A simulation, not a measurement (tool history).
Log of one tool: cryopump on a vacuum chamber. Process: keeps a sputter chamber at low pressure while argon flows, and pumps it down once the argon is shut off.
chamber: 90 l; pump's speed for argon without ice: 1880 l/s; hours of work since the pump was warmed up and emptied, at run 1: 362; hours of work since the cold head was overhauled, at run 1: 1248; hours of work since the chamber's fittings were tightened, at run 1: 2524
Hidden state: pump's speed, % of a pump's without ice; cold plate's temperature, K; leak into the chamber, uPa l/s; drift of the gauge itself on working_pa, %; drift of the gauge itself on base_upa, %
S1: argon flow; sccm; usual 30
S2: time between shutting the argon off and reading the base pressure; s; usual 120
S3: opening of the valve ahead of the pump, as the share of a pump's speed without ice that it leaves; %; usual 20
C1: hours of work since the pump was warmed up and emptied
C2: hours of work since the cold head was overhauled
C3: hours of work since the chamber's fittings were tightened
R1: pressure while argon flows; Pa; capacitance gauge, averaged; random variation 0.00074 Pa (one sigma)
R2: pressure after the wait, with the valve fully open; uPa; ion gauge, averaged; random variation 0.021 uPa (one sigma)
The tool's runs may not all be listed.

Run 1, day 0.000: usual settings; C1 362; C2 1248; C3 2524. Result: R1 0.1376 Pa, R2 2.26 uPa.
Run 2, day 1.946: usual settings; C1 395; C2 1281; C3 2557. Result: R1 0.1380 Pa, R2 2.40 uPa.
Run 3, day 5.004: usual settings but S1 18 sccm; C1 447; C2 1333; C3 2609. Result: R1 0.0848 Pa, R2 2.56 uPa.
Run 4, day 7.462: usual settings but S2 58 s; C1 488; C2 1375; C3 2651. Result: R1 0.1396 Pa, R2 2.75 uPa.
Run 5, day 9.312: usual settings but S2 58 s; C1 520; C2 1406; C3 2682. Result: R1 0.1418 Pa, R2 2.87 uPa.
Run 6, day 10.871: usual settings but S2 58 s; C1 546; C2 1432; C3 2709. Result: R1 0.1403 Pa, R2 3.00 uPa.
Run 7, day 13.296: usual settings but S2 58 s, S3 23 %; C1 587; C2 1474; C3 2750. Result: R1 0.1246 Pa, R2 2.94 uPa.
Run 8, day 14.800: usual settings but S2 58 s, S3 23 %; C1 613; C2 1499; C3 2775. Result: R1 0.1243 Pa, R2 3.09 uPa.
At day 15.450: leaking fittings of the chamber tightened, without venting.
Run 9, day 18.188: usual settings; C1 669; C2 1555; C3 46. Result: R1 0.1411 Pa, R2 0.49 uPa.
Run 10, day 21.129: usual settings; C1 719; C2 1605; C3 96. Result: R1 0.1441 Pa, R2 0.56 uPa.
Run 11, day 23.696: usual settings; C1 762; C2 1649; C3 140. Result: R1 0.1443 Pa, R2 0.60 uPa.
Run 12, day 25.488: usual settings; C1 793; C2 1679; C3 170. Result: R1 0.1448 Pa, R2 0.66 uPa.
Run 13, day 27.858: usual settings; C1 833; C2 1719; C3 210. Result: R1 0.1454 Pa, R2 0.68 uPa.
At day 30.875: pump warmed up, emptied and cooled again.
Run 14, day 31.088: usual settings; C1 4; C2 1770; C3 262. Result: R1 0.1345 Pa, R2 0.60 uPa.
Run 15, day 32.892: usual settings; C1 34; C2 1801; C3 292. Result: R1 0.1355 Pa, R2 0.59 uPa.
Run 16, day 34.779: usual settings but S1 40 sccm; C1 66; C2 1833; C3 324. Result: R1 0.1829 Pa, R2 0.61 uPa.
Run 17, day 37.900: usual settings but S1 40 sccm; C1 119; C2 1886; C3 377. Result: R1 0.1813 Pa, R2 0.66 uPa.
Run 18, day 40.208: usual settings but S1 40 sccm; C1 158; C2 1925; C3 416. Result: R1 0.1844 Pa, R2 0.73 uPa.
Run 19, day 42.875: usual settings but S1 41 sccm, S3 18 %; C1 203; C2 1970; C3 462. Result: R1 0.2078 Pa, R2 0.79 uPa.
Run 20, day 45.938: usual settings but S2 28 s; C1 255; C2 2022; C3 513. Result: R1 0.1388 Pa, R2 1.50 uPa.
Run 21, day 48.229: usual settings but S2 45 s; C1 294; C2 2061; C3 552. Result: R1 0.1383 Pa, R2 1.28 uPa.
Run 22, day 50.175: usual settings but S2 80 s, S3 22 %; C1 327; C2 2094; C3 585. Result: R1 0.1269 Pa, R2 0.98 uPa.
Run 23, day 52.929: usual settings but S1 36 sccm, S2 55 s, S3 18 %; C1 374; C2 2141; C3 632. Result: R1 0.1852 Pa, R2 1.23 uPa.
Run 24, day 54.954: usual settings but S1 36 sccm, S2 55 s, S3 18 %; C1 408; C2 2175; C3 666. Result: R1 0.1869 Pa, R2 1.25 uPa.
Run 25, day 57.117: usual settings but S1 36 sccm, S2 55 s, S3 18 %; C1 445; C2 2212; C3 703. Result: R1 0.1870 Pa, R2 1.28 uPa.
Run 26, day 59.971: usual settings but S1 14 sccm, S2 80 s, S3 42 %; C1 493; C2 2260; C3 751. Result: R1 0.0334 Pa, R2 1.18 uPa.
Run 27, day 61.867: usual settings but S1 32 sccm, S2 22 s, S3 42 %; C1 526; C2 2292; C3 784. Result: R1 0.0760 Pa, R2 2.12 uPa.
Run 28, day 64.412: usual settings but S1 32 sccm, S2 22 s, S3 42 %; C1 569; C2 2335; C3 827. Result: R1 0.0770 Pa, R2 2.17 uPa.
Run 29, day 66.488: usual settings but S1 27 sccm; C1 604; C2 2371; C3 862. Result: R1 0.1281 Pa, R2 1.24 uPa.
Run 30, day 68.229: usual settings but S1 27 sccm; C1 633; C2 2400; C3 892. Result: R1 0.1293 Pa, R2 1.28 uPa.
Run 31, day 70.383: usual settings but S1 27 sccm, S3 44 %; C1 670; C2 2437; C3 928. Result: R1 0.0634 Pa, R2 1.25 uPa.
Run 32, day 73.521: usual settings but S1 16 sccm, S2 97 s; C1 723; C2 2490; C3 981. Result: R1 0.0773 Pa, R2 1.42 uPa.
Run 33, day 75.258: usual settings but S1 16 sccm, S2 97 s; C1 753; C2 2519; C3 1011. Result: R1 0.0779 Pa, R2 1.54 uPa.

4 ways to go on from here, each from the tool as it stands after run 33. What would each give?
Run A, day 76.825: usual settings but S1 52 sccm, S2 45 s, S3 29 %; C1 779; C2 2546; C3 1037. Result: R1 ?, R2 ?.
Run B, day 76.825: usual settings but S2 210 s, S3 19 %; C1 779; C2 2546; C3 1037. Result: R1 ?, R2 ?.
Run C, day 76.825: usual settings but S1 32 sccm, S2 142 s, S3 34 %; C1 779; C2 2546; C3 1037. Result: R1 ?, R2 ?.
Run D, day 76.825: usual settings but S1 16 sccm, S2 97 s, S3 22 %; C1 779; C2 2546; C3 1037. Result: R1 ?, R2 ?.

run      R1    R2
  A  0.1816  1.81
  B  0.1532  1.36
  C  0.0965  1.39
  D  0.0708  1.57
Without the tool's hidden state the same runs would have given:
run      R1    R2
  A  0.1618  0.76
  B  0.1420  0.28
  C  0.0845  0.33
  D  0.0648  0.49

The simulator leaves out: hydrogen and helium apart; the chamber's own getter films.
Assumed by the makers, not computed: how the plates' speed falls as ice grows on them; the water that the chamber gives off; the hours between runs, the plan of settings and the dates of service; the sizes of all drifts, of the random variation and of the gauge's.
